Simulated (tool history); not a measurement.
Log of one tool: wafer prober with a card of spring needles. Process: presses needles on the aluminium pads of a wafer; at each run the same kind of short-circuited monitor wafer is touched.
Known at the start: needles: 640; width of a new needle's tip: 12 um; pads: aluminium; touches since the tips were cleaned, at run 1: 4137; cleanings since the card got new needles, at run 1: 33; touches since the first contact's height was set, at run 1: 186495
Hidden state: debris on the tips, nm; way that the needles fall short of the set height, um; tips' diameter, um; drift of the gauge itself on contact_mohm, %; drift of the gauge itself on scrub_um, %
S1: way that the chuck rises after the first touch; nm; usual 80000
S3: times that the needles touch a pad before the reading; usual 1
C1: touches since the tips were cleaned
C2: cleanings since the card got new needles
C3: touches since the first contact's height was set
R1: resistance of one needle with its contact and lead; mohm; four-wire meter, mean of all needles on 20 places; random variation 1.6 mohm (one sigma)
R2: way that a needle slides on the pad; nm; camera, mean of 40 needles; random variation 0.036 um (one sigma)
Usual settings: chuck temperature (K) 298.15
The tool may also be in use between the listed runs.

run 1 hour=0.0 | S1=80000 chuck_temperature_(K)=298.15 S3=1 | C1=4137 C2=33 C3=186495 | R1=176 R2=13850
-- hour=2.3 tips cleaned on abrasive film
run 2 hour=13.9 | S1=62000 chuck_temperature_(K)=298.15 S3=1 | C1=4545 C2=34 C3=191920 | R1=189 R2=10650
-- hour=14.8 tips cleaned on abrasive film
run 3 hour=23.4 | S1=80000 chuck_temperature_(K)=298.15 S3=1 | C1=3368 C2=35 C3=195598 | R1=177 R2=13860
-- hour=28.0 tips cleaned on abrasive film
run 4 hour=36.1 | S1=80000 chuck_temperature_(K)=298.15 S3=1 | C1=3200 C2=36 C3=200561 | R1=175 R2=13770
-- hour=39.8 height of the first contact set anew
-- hour=41.0 tips cleaned on abrasive film
run 5 hour=46.6 | S1=68000 chuck_temperature_(K)=298.15 S3=1 | C1=2217 C2=37 C3=2632 | R1=178 R2=11510
-- hour=53.5 tips cleaned on abrasive film
run 6 hour=55.5 | S1=68000 chuck_temperature_(K)=298.15 S3=1 | C1=779 C2=38 C3=6064 | R1=171 R2=11530
run 7 hour=64.9 | S1=80000 chuck_temperature_(K)=298.15 S3=2 | C1=4476 C2=38 C3=9761 | R1=171 R2=13520
-- hour=66.3 tips cleaned on abrasive film
-- hour=78.6 tips cleaned on abrasive film
run 8 hour=78.6 | S1=80000 chuck_temperature_(K)=298.15 S3=2 | C1=0 C2=40 C3=15044 | R1=165 R2=13590
run 9 hour=86.2 | S1=80000 chuck_temperature_(K)=340.15 S3=1 | C1=3014 C2=40 C3=18058 | R1=186 R2=13600
-- hour=91.2 tips cleaned on abrasive film
run 10 hour=100.1 | S1=80000 chuck_temperature_(K)=298.15 S3=1 | C1=3478 C2=41 C3=23454 | R1=177 R2=13590
-- hour=103.7 tips cleaned on abrasive film
run 11 hour=109.1 | S1=80000 chuck_temperature_(K)=298.15 S3=2 | C1=2116 C2=42 C3=26947 | R1=170 R2=13570
-- hour=116.0 tips cleaned on abrasive film
run 12 hour=122.4 | S1=80000 chuck_temperature_(K)=298.15 S3=1 | C1=2507 C2=43 C3=32129 | R1=177 R2=13570
-- hour=123.4 height of the first contact set anew, once more
-- hour=129.5 tips cleaned on abrasive film
run 13 hour=131.8 | S1=80000 chuck_temperature_(K)=298.15 S3=1 | C1=889 C2=44 C3=3240 | R1=169 R2=14220
-- hour=142.3 tips cleaned on abrasive film
run 14 hour=145.0 | S1=80000 chuck_temperature_(K)=298.15 S3=1 | C1=1051 C2=45 C3=8394 | R1=170 R2=14180
-- hour=155.6 tips cleaned on abrasive film
run 15 hour=157.2 | S1=80000 chuck_temperature_(K)=298.15 S3=1 | C1=598 C2=46 C3=13137 | R1=168 R2=14200
run 16 hour=165.0 | S1=80000 chuck_temperature_(K)=298.15 S3=1 | C1=3685 C2=46 C3=16224 | R1=183 R2=14200
-- hour=168.3 tips cleaned on abrasive film
run 17 hour=179.5 | S1=80000 chuck_temperature_(K)=298.15 S3=1 | C1=4388 C2=47 C3=21861 | R1=176 R2=14190
-- hour=181.5 tips cleaned on abrasive film
-- hour=194.1 tips cleaned on abrasive film
run 18 hour=194.1 | S1=74000 chuck_temperature_(K)=305.15 S3=1 | C1=0 C2=49 C3=27534 | R1=165 R2=12990
-- hour=207.0 tips cleaned on abrasive film
run 19 hour=207.3 | S1=67000 chuck_temperature_(K)=380.15 S3=1 | C1=92 C2=50 C3=32640 | R1=184 R2=11800
run 20 hour=218.3 | S1=73000 chuck_temperature_(K)=343.15 S3=2 | C1=4432 C2=50 C3=36980 | R1=184 R2=12880
-- hour=219.4 tips cleaned on abrasive film
run 21 hour=224.6 | S1=72000 chuck_temperature_(K)=298.15 S3=3 | C1=2041 C2=51 C3=39417 | R1=166 R2=12670
-- hour=232.1 tips cleaned on abrasive film
run 22 hour=236.4 | S1=72000 chuck_temperature_(K)=298.15 S3=3 | C1=1663 C2=52 C3=43997 | R1=169 R2=12630
-- hour=245.0 tips cleaned on abrasive film
run 23 hour=250.4 | S1=72000 chuck_temperature_(K)=298.15 S3=3 | C1=2136 C2=53 C3=49460 | R1=169 R2=12680
-- hour=257.2 tips cleaned on abrasive film
run 24 hour=259.2 | S1=80000 chuck_temperature_(K)=322.15 S3=1 | C1=764 C2=54 C3=52861 | R1=171 R2=14050
run 25 hour=266.9 | S1=80000 chuck_temperature_(K)=322.15 S3=1 | C1=3808 C2=54 C3=55905 | R1=182 R2=14060
-- hour=270.4 tips cleaned on abrasive film
run 26 hour=279.0 | S1=75000 chuck_temperature_(K)=298.15 S3=1 | C1=3409 C2=55 C3=60624 | R1=181 R2=13200
-- hour=283.1 tips cleaned on abrasive film
run 27 hour=288.4 | S1=63000 chuck_temperature_(K)=327.15 S3=3 | C1=2077 C2=56 C3=64240 | R1=174 R2=11100
-- hour=295.9 tips cleaned on abrasive film
run 28 hour=297.0 | S1=73000 chuck_temperature_(K)=298.15 S3=1 | C1=438 C2=57 C3=67587 | R1=167 R2=12840

Forecast run 29:
run 29 hour=306.0 | S1=73000 chuck_temperature_(K)=298.15 S3=1 | C1=3994 C2=57 C3=71143 | R1=? R2=?

{"run 29": {"R1": 185, "R2": 12810}}
Without the tool's hidden state the same run would have given R1 167 mohm, R2 12950 nm.
